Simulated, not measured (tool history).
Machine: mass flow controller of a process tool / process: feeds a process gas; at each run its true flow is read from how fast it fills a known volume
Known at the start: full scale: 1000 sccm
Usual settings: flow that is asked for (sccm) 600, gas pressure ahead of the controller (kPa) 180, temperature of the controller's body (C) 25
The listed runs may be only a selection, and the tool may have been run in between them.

| run | hour | flow that is asked for (sccm) | gas pressure ahead of the controller (kPa) | temperature of the controller's body (C) | true flow (%) |
|---|---|---|---|---|---|
| 1 | 0 | 600 | 180 | 25 | 100.67 |
| 2 | 341.4 | 600 | 180 | 25 | 101.01 |
| 3 | 623.5 | 539 | 180 | 25 | 100.68 |
| 4 | 859.9 | 539 | 180 | 25 | 100.74 |
| 5 | 1183.2 | 600 | 180 | 25 | 100.85 |
| 6 | 1505.1 | 600 | 180 | 25 | 100.88 |
| 7 | 1668.4 | 600 | 180 | 25 | 100.85 |
| 8 | 1887.2 | 600 | 264 | 25 | 100.73 |
| 9 | 2119.1 | 600 | 264 | 25 | 100.63 |
| 10 | 2474.1 | 600 | 257 | 25 | 100.75 |
| 11 | 2832.3 | 600 | 257 | 25 | 100.86 |
| 12 | 3052.1 | 600 | 257 | 25 | 100.86 |
| 13 | 3338.6 | 600 | 257 | 25 | 100.86 |
| 14 | 3594.8 | 600 | 141 | 25 | 100.99 |
| 15 | 3982 | 600 | 180 | 29 | 100.5 |
| 16 | 4270.6 | 600 | 180 | 29 | 101.27 |
| 17 | 4495.3 | 600 | 180 | 29 | 101.4 |
| 18 | 4760 | 833 | 180 | 29 | 102.09 |
| 19 | 5053.4 | 109 | 180 | 25 | 99.89 |
| 20 | 5366.9 | 109 | 180 | 25 | 99.67 |
| 21 | 5665.7 | 109 | 180 | 25 | 99.6 |
| 22 | 5855.1 | 109 | 180 | 25 | 99.55 |
| 23 | 6182.9 | 109 | 180 | 25 | 99.52 |
| 24 | 6370.7 | 600 | 212 | 25 | 101.68 |
| 25 | 6671.3 | 109 | 201 | 32 | 98.84 |
| 26 | 7028.5 | 778 | 180 | 22 | 102.72 |
| 27 | 7240.2 | 778 | 180 | 22 | 102.65 |
| 28 | 7622.9 | 177 | 180 | 33 | 99.22 |
| 29 | 7845.3 | 436 | 180 | 28 | 101.13 |
| 30 | 8227 | 925 | 170 | 31 | 102.59 |
| 31 | 8560.2 | 213 | 180 | 21 | 100.49 |
| 32 | 8932.4 | 213 | 250 | 21 | 100.36 |
| 33 | 9140.8 | 213 | 250 | 21 | 100.26 |
| 34 | 9457.2 | 219 | 177 | 37 | 99.17 |
| 35 | 9692.3 | 219 | 177 | 37 | 99.12 |
| 36 | 9930.2 | 204 | 235 | 25 | 99.78 |
| 37 | 10315.8 | 203 | 168 | 25 | 99.98 |
| 38 | 10703 | 168 | 216 | 21 | 97.7 |
| 39 | 11015.5 | 168 | 173 | 21 | 97.73 |
| 40 | 11411.2 | 276 | 168 | 26 | 97.71 |
| 41 | 11791.7 | 276 | 168 | 38 | 96.73 |
| 42 | 12034.3 | 276 | 168 | 38 | 96.9 |
| 43 | 12296.1 | 361 | 199 | 38 | 96.96 |
| 44 | 12551.7 | 361 | 199 | 38 | 97.09 |
| 45 | 12826.3 | 168 | 170 | 23 | 97.18 |
| 46 | 12991.2 | 125 | 166 | 24 | 96.7 |
| 47 | 13328.1 | 125 | 176 | 35 | 95.81 |
| 48 | 13595.1 | 125 | 176 | 35 | 95.76 |

Not shown here: 3 entries made in the log between runs. Locate each between two listed runs and compare the hidden state at the listed run before it with the hidden state at the listed run after it:
Run 13 -> run 14: controller's zero set anew (hour 3359.4)
  flow at rest that the sensor doesn't see, % of full scale: -0.306 -> -0.458; true flow over the shown one, %: 2.67 -> 2.71
  measured minus no-state result, true flow (%): +2.15 -> +1.95
Run 15 -> run 16: controller's zero set anew, once more (hour 4270.6)
  flow at rest that the sensor doesn't see, % of full scale: -0.479 -> -0.033; true flow over the shown one, %: 2.78 -> 2.82
  measured minus no-state result, true flow (%): +1.98 -> +2.77
Run 37 -> run 38: controller exchanged for a calibrated one (hour 10602.7)
  flow at rest that the sensor doesn't see, % of full scale: -0.326 -> -0.03; true flow over the shown one, %: 3.81 -> -0.05
  measured minus no-state result, true flow (%): +2.2 -> -0.22
